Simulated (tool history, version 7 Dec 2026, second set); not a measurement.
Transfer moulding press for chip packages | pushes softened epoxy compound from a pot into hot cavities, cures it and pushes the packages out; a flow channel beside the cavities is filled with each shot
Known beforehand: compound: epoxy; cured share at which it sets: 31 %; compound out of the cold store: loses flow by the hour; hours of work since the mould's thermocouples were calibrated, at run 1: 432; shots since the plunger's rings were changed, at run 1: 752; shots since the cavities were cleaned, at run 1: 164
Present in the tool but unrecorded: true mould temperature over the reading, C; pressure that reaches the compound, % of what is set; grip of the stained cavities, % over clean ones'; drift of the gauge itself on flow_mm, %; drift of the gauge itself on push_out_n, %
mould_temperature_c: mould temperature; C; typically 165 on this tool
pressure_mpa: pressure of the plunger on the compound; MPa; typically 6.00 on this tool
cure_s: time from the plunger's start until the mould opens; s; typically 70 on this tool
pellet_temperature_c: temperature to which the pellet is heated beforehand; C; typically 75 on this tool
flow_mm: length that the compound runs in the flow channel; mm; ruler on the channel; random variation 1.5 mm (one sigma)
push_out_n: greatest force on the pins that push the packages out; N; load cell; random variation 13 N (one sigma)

run,hour,mould_temperature_c,pressure_mpa,cure_s,pellet_temperature_c,hours of work since the mould's thermocouples were calibrated,shots since the plunger's rings were changed,shots since the cavities were cleaned,incoming compound's hours out of the cold store,flow_mm,push_out_n
1,0.0,165,6.00,70,75,432,752,164,46.2,641,704
2,48.5,165,6.00,70,75,459,1355,767,46.9,632,1018
# hour 87.1: cavities cleaned with cleaning compound and waxed
3,149.0,165,6.00,70,75,515,2587,770,20.4,679,1022
# hour 160.3: plunger's sealing rings changed
# hour 192.3: cavities cleaned with cleaning compound and waxed
4,222.9,165,6.00,70,75,555,761,381,24.8,689,831
# hour 288.9: cavities cleaned with cleaning compound and waxed
5,302.4,165,6.00,70,75,599,1731,168,14.3,702,722
6,366.7,165,6.00,70,75,636,2531,968,24.4,671,1006
# hour 387.4: plunger's sealing rings changed
# hour 388.9: cavities cleaned with cleaning compound and waxed
7,443.6,170,6.00,70,75,677,681,681,21.3,692,797
# hour 488.4: cavities cleaned with cleaning compound and waxed
8,537.7,170,6.00,74,69,729,1833,614,23.9,675,758
# hour 587.4: cavities cleaned with cleaning compound and waxed
9,599.4,170,6.00,74,77,764,2581,149,11.1,694,527
# hour 610.8: plunger's sealing rings changed
10,681.7,165,5.12,55,66,809,883,1143,31.1,621,1680
# hour 689.5: cavities cleaned with cleaning compound and waxed
11,766.8,171,4.53,109,70,856,1923,962,45.6,543,754
# hour 786.9: cavities cleaned with cleaning compound and waxed
# hour 833.3: mould's thermocouples calibrated
# hour 835.8: plunger's sealing rings changed
12,860.8,165,7.36,75,71,14,312,865,43.0,721,937
# hour 892.1: cavities cleaned with cleaning compound and waxed
13,908.1,165,7.36,75,71,40,881,198,38.3,731,652

Here are 4 independent what-if runs from the current tool condition. What would each one return?
# hour 989.8: cavities cleaned with cleaning compound and waxed
A,989.8,165,7.36,75,71,86,1879,0,27.1,?,?
# hour 989.8: cavities cleaned with cleaning compound and waxed
B,989.8,159,6.00,65,79,86,1879,0,40.6,?,?
# hour 989.8: cavities cleaned with cleaning compound and waxed
C,989.8,157,6.55,75,84,86,1879,0,24.9,?,?
# hour 989.8: cavities cleaned with cleaning compound and waxed
D,989.8,173,6.10,70,75,86,1879,0,38.9,?,?

run,flow_mm,push_out_n
A,744,564
B,654,1049
C,724,876
D,641,445
With no hidden state in the tool, these same runs would have given:
run,flow_mm,push_out_n
A,768,555
B,675,1033
C,747,862
D,661,437

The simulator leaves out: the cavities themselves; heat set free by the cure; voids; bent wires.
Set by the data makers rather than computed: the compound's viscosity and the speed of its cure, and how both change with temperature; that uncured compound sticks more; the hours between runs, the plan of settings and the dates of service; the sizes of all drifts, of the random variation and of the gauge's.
